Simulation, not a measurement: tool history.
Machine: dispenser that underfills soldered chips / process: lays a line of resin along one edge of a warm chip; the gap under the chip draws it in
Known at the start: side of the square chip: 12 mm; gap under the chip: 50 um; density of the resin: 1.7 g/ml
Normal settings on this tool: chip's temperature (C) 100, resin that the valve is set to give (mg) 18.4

run	hour	chip's temperature (C)	resin that the valve is set to give (mg)	time until the resin shows at the far edge (s)	resin that the valve gave (mg)
1	0	100	18.4	87.4	17.92
2	5.6	100	18.4	114.5	17.81
# hour 8.6: new syringe of resin
3	10.4	100	18.4	88.8	18
4	16.4	100	18.4	120.9	17.79
# hour 19.3: new syringe of resin
5	23.4	100	17.8	98.4	17.27
# hour 30.1: new syringe of resin
6	30.8	100	17.8	85.8	17.3
7	39.2	100	17.8	128.6	17.25
# hour 40.8: new syringe of resin
8	44.3	100	17.8	93.7	17.12
# hour 51.6: new syringe of resin
9	53.9	100	17.8	91.2	16.93
10	60	100	17.8	124	17.08
# hour 62.5: new syringe of resin
11	67.9	100	17.8	106.8	16.86
# hour 71.2: dispensing valve cleaned and set on the balance
# hour 74.6: new syringe of resin
12	77.3	100	17.8	90.5	17.62
13	82.8	100	17.8	118.7	17.67
# hour 85.5: new syringe of resin
14	87.5	100	17.8	90.7	17.39
# hour 96.5: new syringe of resin
15	96.7	100	17.5	77.9	17.49
16	104.3	89	18.4	191.9	18.25
# hour 107.5: new syringe of resin
17	109.8	100	18.4	87.2	18.1
18	114.6	100	18.4	114	18.05
# hour 118.3: new syringe of resin
19	119.4	98	19.1	88.3	18.83
20	126	102	16.1	106.6	15.76
# hour 129.3: new syringe of resin
21	131.8	102	16.1	83.5	15.76
22	138.3	102	16.1	116.4	15.7
# hour 140.4: new syringe of resin
23	147.5	94	19.1	144.8	18.6
# hour 151.5: new syringe of resin
24	152.8	94	22.3	106.1	21.76
25	158.2	101	18.8	104.5	18.43
# hour 162.6: new syringe of resin
26	166.1	89	23.2	153.2	22.5
# hour 173.6: new syringe of resin
27	173.8	89	23.2	127.7	22.6
28	181.1	90	23.6	173.5	22.65
# hour 184.4: new syringe of resin
29	186.1	90	23.6	131.3	22.89
30	190.8	90	23.6	167	22.74
# hour 195.1: new syringe of resin
31	197.6	90	23.6	137	22.78
32	204.5	90	23.6	194.6	22.53
# hour 206.2: new syringe of resin
33	212.1	90	23.6	160	22.65
# hour 217: new syringe of resin
34	217.6	109	20.2	52.3	19.31
35	221.8	86	20.5	183.1	19.45

4 options for the next run, each taken on its own from the tool as it stands now. Forecast them:
# hour 227.9: new syringe of resin
A	227.9	96	20.5	?	?
# hour 227.9: new syringe of resin
B	227.9	111	22.9	?	?
# hour 227.9: new syringe of resin
C	227.9	104	17.2	?	?
# hour 227.9: new syringe of resin
D	227.9	111	18	?	?

run	time until the resin shows at the far edge (s)	resin that the valve gave (mg)
A	90.3	19.52
B	47.1	22.05
C	65.3	16.34
D	47.3	16.93
Take away the tool's hidden state, keep each run's random variation, and the runs would have read:
run	time until the resin shows at the far edge (s)	resin that the valve gave (mg)
A	99.6	20.54
B	51.7	23.2
C	71.3	17.19
D	51.6	17.8

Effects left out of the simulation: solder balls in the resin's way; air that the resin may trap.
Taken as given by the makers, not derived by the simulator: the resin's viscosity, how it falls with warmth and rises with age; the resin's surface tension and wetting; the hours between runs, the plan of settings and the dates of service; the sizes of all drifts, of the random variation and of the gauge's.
